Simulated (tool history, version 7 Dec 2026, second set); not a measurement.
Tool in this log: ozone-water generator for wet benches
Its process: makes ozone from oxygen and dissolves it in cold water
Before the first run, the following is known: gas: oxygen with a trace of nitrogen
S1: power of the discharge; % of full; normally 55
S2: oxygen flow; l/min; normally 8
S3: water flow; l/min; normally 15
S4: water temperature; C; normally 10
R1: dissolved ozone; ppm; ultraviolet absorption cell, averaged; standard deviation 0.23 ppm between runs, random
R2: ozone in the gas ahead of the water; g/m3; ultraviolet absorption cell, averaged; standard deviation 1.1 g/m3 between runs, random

| run | day | S1 | S2 | S3 | S4 | R1 | R2 |
|---|---|---|---|---|---|---|---|
| 1 | 0 | 55 | 8 | 15 | 10 | 31.5 | 183.9 |
| 2 | 1.671 | 55 | 8 | 15 | 10 | 31.3 | 182 |
| 3 | 2.796 | 55 | 8 | 15 | 10 | 31.2 | 183 |
| 4 | 4.217 | 48 | 8 | 15 | 10 | 28.9 | 172.1 |
| 5 | 5.633 | 48 | 8 | 15 | 10 | 29 | 169.3 |
| 6 | 6.638 | 55 | 8 | 15 | 10 | 31.2 | 182.6 |
| 7 | 7.529 | 55 | 8 | 15 | 10 | 31.1 | 181.5 |
| 8 | 8.388 | 55 | 8 | 15 | 10 | 31.5 | 182.1 |
| 9 | 9.317 | 55 | 8 | 15 | 10 | 31.2 | 183.2 |
| 10 | 10.771 | 55 | 8 | 15 | 10 | 31.3 | 184.3 |
| 11 | 11.829 | 55 | 8 | 15 | 10 | 31 | 182.8 |
| 12 | 13.062 | 55 | 8 | 15 | 10 | 31 | 182.9 |
| 13 | 14.742 | 55 | 8 | 15 | 10 | 31.1 | 182.7 |
| 14 | 16.275 | 55 | 8 | 15 | 10 | 31.3 | 183.6 |
| 15 | 17.925 | 55 | 8 | 15 | 10 | 31.3 | 181.2 |
| 16 | 18.988 | 55 | 13.8 | 15 | 10 | 27.8 | 132.6 |
| 17 | 19.979 | 77 | 8 | 11 | 10 | 44 | 220.4 |
| 18 | 21.733 | 77 | 8 | 11 | 10 | 44.8 | 220 |
| 19 | 23.329 | 77 | 8 | 11 | 10 | 44.4 | 222.6 |
| 20 | 24.896 | 80 | 8.33 | 15 | 5 | 41.8 | 218.1 |
|  | 25.2 | contactor cleaned |
| 21 | 26.142 | 80 | 8.33 | 15 | 5 | 40.6 | 220.2 |
| 22 | 27.583 | 80 | 8.33 | 15 | 5 | 40.9 | 219.5 |
|  | 28.338 | contactor cleaned, once more |
| 23 | 29.175 | 55 | 6.71 | 17 | 10 | 31 | 203 |
| 24 | 30.079 | 40 | 6.58 | 15 | 10 | 28.3 | 171.2 |
| 25 | 31.146 | 40 | 6.58 | 15 | 10 | 27.8 | 169.1 |
| 26 | 32.729 | 40 | 6.58 | 15 | 10 | 28.1 | 169.7 |
| 27 | 34.192 | 40 | 6.58 | 15 | 10 | 28.2 | 171.5 |
| 28 | 35.738 | 40 | 6.58 | 15 | 10 | 28.2 | 169.7 |
| 29 | 37.167 | 40 | 6.58 | 15 | 10 | 28.2 | 171.1 |

Predict each of these 3 candidate next runs independently; none follows another, all start after run 29:
| A | 38.346 | 50 | 4.06 | 20 | 10 | ? | ? |
| B | 38.346 | 55 | 8 | 9 | 10 | ? | ? |
| C | 38.346 | 50 | 8 | 15 | 10 | ? | ? |

| run | R1 | R2 |
|---|---|---|
| A | 25.9 | 251.9 |
| B | 42.1 | 181.7 |
| C | 30.8 | 171.9 |
Take away the tool's hidden state, keep each run's random variation, and the runs would have read:
| run | R1 | R2 |
|---|---|---|
| A | 26.9 | 259.7 |
| B | 43.8 | 187.7 |
| C | 32 | 177.2 |
